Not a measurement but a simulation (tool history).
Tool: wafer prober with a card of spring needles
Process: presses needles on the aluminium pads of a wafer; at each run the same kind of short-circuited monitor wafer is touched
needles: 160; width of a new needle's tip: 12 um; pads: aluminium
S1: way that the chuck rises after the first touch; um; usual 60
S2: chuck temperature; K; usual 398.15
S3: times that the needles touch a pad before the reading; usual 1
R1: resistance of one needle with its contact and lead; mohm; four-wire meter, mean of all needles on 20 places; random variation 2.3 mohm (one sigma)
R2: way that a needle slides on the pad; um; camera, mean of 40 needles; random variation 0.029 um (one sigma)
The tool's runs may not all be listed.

| run | hour | S1 | S2 | S3 | R1 | R2 |
|---|---|---|---|---|---|---|
| 1 | 0.0 | 60 | 398.15 | 1 | 278 | 7.26 |
|  | 22.0 | tips cleaned on abrasive film |
| 2 | 40.8 | 60 | 398.15 | 1 | 330 | 7.30 |
|  | 44.1 | tips cleaned on abrasive film |
|  | 67.7 | tips cleaned on abrasive film |
|  | 90.6 | tips cleaned on abrasive film |
| 3 | 91.1 | 60 | 398.15 | 1 | 265 | 7.29 |
|  | 113.5 | tips cleaned on abrasive film |
| 4 | 117.9 | 60 | 398.15 | 2 | 284 | 7.26 |
|  | 135.4 | tips cleaned on abrasive film |
|  | 157.3 | tips cleaned on abrasive film |
| 5 | 160.1 | 60 | 332.15 | 1 | 272 | 7.26 |
|  | 182.1 | tips cleaned on abrasive film |
| 6 | 200.5 | 79 | 332.15 | 1 | 299 | 9.59 |
|  | 205.5 | tips cleaned on abrasive film |
| 7 | 221.6 | 79 | 332.15 | 1 | 297 | 9.55 |
|  | 228.8 | tips cleaned on abrasive film |
|  | 252.1 | tips cleaned on abrasive film |
| 8 | 252.2 | 79 | 332.15 | 1 | 240 | 9.51 |
|  | 276.3 | tips cleaned on abrasive film |
| 9 | 286.6 | 79 | 332.15 | 1 | 288 | 9.54 |
|  | 301.0 | tips cleaned on abrasive film |
| 10 | 320.2 | 54 | 383.15 | 2 | 309 | 6.44 |
|  | 322.9 | tips cleaned on abrasive film |
|  | 345.1 | tips cleaned on abrasive film |
| 11 | 362.1 | 70 | 312.15 | 2 | 281 | 8.42 |
|  | 368.0 | tips cleaned on abrasive film |
|  | 393.0 | tips cleaned on abrasive film |
| 12 | 402.3 | 70 | 312.15 | 2 | 272 | 8.35 |
|  | 415.6 | tips cleaned on abrasive film |
|  | 422.9 | height of the first contact set anew |
|  | 440.7 | tips cleaned on abrasive film |
| 13 | 452.1 | 40 | 313.15 | 2 | 333 | 4.87 |
|  | 464.8 | tips cleaned on abrasive film |
|  | 488.7 | tips cleaned on abrasive film |
| 14 | 500.8 | 40 | 313.15 | 2 | 333 | 4.88 |
|  | 514.1 | tips cleaned on abrasive film |
|  | 536.9 | tips cleaned on abrasive film |
| 15 | 539.6 | 40 | 313.15 | 2 | 284 | 4.83 |

4 ways to go on from here, each from the tool as it stands after run 15. What would each give?
|  | 560.7 | tips cleaned on abrasive film |
| A | 569.6 | 75 | 398.15 | 1 | ? | ? |
|  | 560.7 | tips cleaned on abrasive film |
| B | 569.6 | 54 | 338.15 | 1 | ? | ? |
|  | 560.7 | tips cleaned on abrasive film |
| C | 569.6 | 60 | 316.15 | 1 | ? | ? |
|  | 560.7 | tips cleaned on abrasive film |
| D | 569.6 | 40 | 322.15 | 2 | ? | ? |

| run | R1 | R2 |
|---|---|---|
| A | 304 | 9.10 |
| B | 329 | 6.52 |
| C | 313 | 7.25 |
| D | 328 | 4.82 |
Without the tool's hidden state the same runs would have given:
| run | R1 | R2 |
|---|---|---|
| A | 254 | 9.16 |
| B | 240 | 6.58 |
| C | 235 | 7.31 |
| D | 240 | 4.88 |
